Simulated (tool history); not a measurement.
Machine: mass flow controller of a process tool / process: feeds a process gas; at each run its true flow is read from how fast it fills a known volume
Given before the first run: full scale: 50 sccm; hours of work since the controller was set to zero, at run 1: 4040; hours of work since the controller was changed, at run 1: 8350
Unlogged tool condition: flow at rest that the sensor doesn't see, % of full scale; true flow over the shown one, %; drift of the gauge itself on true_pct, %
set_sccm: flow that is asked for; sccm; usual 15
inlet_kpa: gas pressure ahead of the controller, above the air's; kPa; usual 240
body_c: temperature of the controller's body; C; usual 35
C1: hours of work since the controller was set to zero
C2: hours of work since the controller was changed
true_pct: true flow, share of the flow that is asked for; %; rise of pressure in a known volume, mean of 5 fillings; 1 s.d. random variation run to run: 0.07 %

{"run": 1, "hour": 0.0, "set_sccm": 15, "inlet_kpa": 240, "body_c": 35, "C1": 4040, "C2": 8350, "true_pct": 91.8}
{"run": 2, "hour": 395.9, "set_sccm": 15, "inlet_kpa": 240, "body_c": 21, "C1": 4229, "C2": 8538, "true_pct": 93.25}
{"hour": 530.7, "done": "controller's zero set anew"}
{"run": 3, "hour": 740.3, "set_sccm": 15, "inlet_kpa": 240, "body_c": 21, "C1": 100, "C2": 8702, "true_pct": 91.24}
{"run": 4, "hour": 1188.6, "set_sccm": 11, "inlet_kpa": 240, "body_c": 35, "C1": 313, "C2": 8915, "true_pct": 87.16}
{"run": 5, "hour": 1494.9, "set_sccm": 15, "inlet_kpa": 239, "body_c": 35, "C1": 459, "C2": 9061, "true_pct": 89.35}
{"run": 6, "hour": 1733.5, "set_sccm": 15, "inlet_kpa": 239, "body_c": 35, "C1": 572, "C2": 9174, "true_pct": 89.35}
{"run": 7, "hour": 2010.0, "set_sccm": 15, "inlet_kpa": 239, "body_c": 35, "C1": 704, "C2": 9306, "true_pct": 89.22}
{"run": 8, "hour": 2259.2, "set_sccm": 17, "inlet_kpa": 203, "body_c": 35, "C1": 822, "C2": 9424, "true_pct": 89.99}
{"run": 9, "hour": 2629.3, "set_sccm": 13, "inlet_kpa": 201, "body_c": 35, "C1": 998, "C2": 9600, "true_pct": 88.08}
{"hour": 2772.6, "done": "controller's zero set anew, once more"}
{"run": 10, "hour": 2863.9, "set_sccm": 48, "inlet_kpa": 215, "body_c": 40, "C1": 43, "C2": 9712, "true_pct": 96.1}

Predict each of these 5 candidate next runs independently; none follows another, all start after run 10:
{"run": "A", "hour": 3314.6, "set_sccm": 13, "inlet_kpa": 240, "body_c": 24, "C1": 258, "C2": 9926, "true_pct": "?"}
{"run": "B", "hour": 3314.6, "set_sccm": 48, "inlet_kpa": 142, "body_c": 40, "C1": 258, "C2": 9926, "true_pct": "?"}
{"run": "C", "hour": 3314.6, "set_sccm": 36, "inlet_kpa": 215, "body_c": 23, "C1": 258, "C2": 9926, "true_pct": "?"}
{"run": "D", "hour": 3314.6, "set_sccm": 34, "inlet_kpa": 180, "body_c": 24, "C1": 258, "C2": 9926, "true_pct": "?"}
{"run": "E", "hour": 3314.6, "set_sccm": 33, "inlet_kpa": 145, "body_c": 34, "C1": 258, "C2": 9926, "true_pct": "?"}

run=A true_pct=96.24
run=B true_pct=96.36
run=C true_pct=97.45
run=D true_pct=97.57
run=E true_pct=96.51
Take away the tool's hidden state, keep each run's random variation, and the runs would have read:
run=A true_pct=98.52
run=B true_pct=98.41
run=C true_pct=99.53
run=D true_pct=99.66
run=E true_pct=98.6
